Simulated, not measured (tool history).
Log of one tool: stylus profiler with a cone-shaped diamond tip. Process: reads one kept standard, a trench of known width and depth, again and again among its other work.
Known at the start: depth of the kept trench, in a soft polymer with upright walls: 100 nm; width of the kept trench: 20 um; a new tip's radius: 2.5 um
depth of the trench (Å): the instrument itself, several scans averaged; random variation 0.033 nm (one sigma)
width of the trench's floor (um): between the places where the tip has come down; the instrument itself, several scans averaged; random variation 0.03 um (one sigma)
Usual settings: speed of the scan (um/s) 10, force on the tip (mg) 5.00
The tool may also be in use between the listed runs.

run	hour	speed of the scan (um/s)	force on the tip (mg)	depth of the trench (Å)	width of the trench's floor (um)
1	0.0	10	5.00	1024.1	18.26
2	88.7	10	5.00	1024.7	18.23
3	158.0	10	11.96	1043.1	18.27
4	264.4	10	11.96	1043.3	18.22
# hour 289.8: height scale calibrated on a step standard
5	370.6	10	5.00	1023.0	18.21
6	465.7	10	2.01	1012.2	18.20
7	582.0	10	5.00	1023.7	18.13
8	672.0	10	5.00	1023.1	18.16
9	775.2	10	5.00	1023.0	18.15
10	883.4	10	5.00	1023.3	18.13
11	974.1	3	5.00	1023.6	18.07
12	1064.5	3	5.00	1023.2	18.09
# hour 1150.3: new tip fitted, height scale calibrated
13	1150.3	3	5.00	1022.3	18.64
14	1240.3	3	5.00	1022.9	18.57
15	1306.0	3	5.00	1023.0	18.59
16	1412.7	3	5.00	1022.5	18.53
17	1490.7	10	2.44	1014.5	18.50
18	1578.9	37	5.36	1024.3	18.45
19	1645.6	11	6.48	1028.3	18.53
20	1707.9	35	3.21	1017.5	18.43
21	1808.8	7	2.83	1016.5	18.47
22	1877.0	7	2.83	1016.0	18.46
23	1967.5	7	2.83	1016.9	18.43
24	2019.5	7	2.83	1015.9	18.46
25	2073.8	8	7.59	1031.2	18.45
26	2137.6	8	7.59	1031.7	18.46
27	2252.4	3	5.80	1026.3	18.39
28	2333.5	4	1.86	1012.6	18.33
29	2437.8	12	3.38	1018.7	18.35
30	2490.1	12	3.38	1018.8	18.36
31	2544.4	3	7.07	1030.3	18.36
32	2611.4	3	5.75	1026.7	18.30
33	2725.6	5	6.88	1030.0	18.32

5 ways to go on from here, each from the tool as it stands after run 33. What would each give?
A	2815.2	15	4.88	?	?
B	2815.2	24	4.47	?	?
C	2815.2	10	6.88	?	?
D	2815.2	4	6.88	?	?
E	2815.2	32	7.02	?	?

run	depth of the trench (Å)	width of the trench's floor (um)
A	1023.8	18.27
B	1022.7	18.20
C	1029.6	18.27
D	1030.1	18.31
E	1030.2	18.30
Without the tool's hidden state the same runs would have given:
run	depth of the trench (Å)	width of the trench's floor (um)
A	1022.1	18.56
B	1021.0	18.50
C	1027.9	18.57
D	1028.3	18.60
E	1028.5	18.60
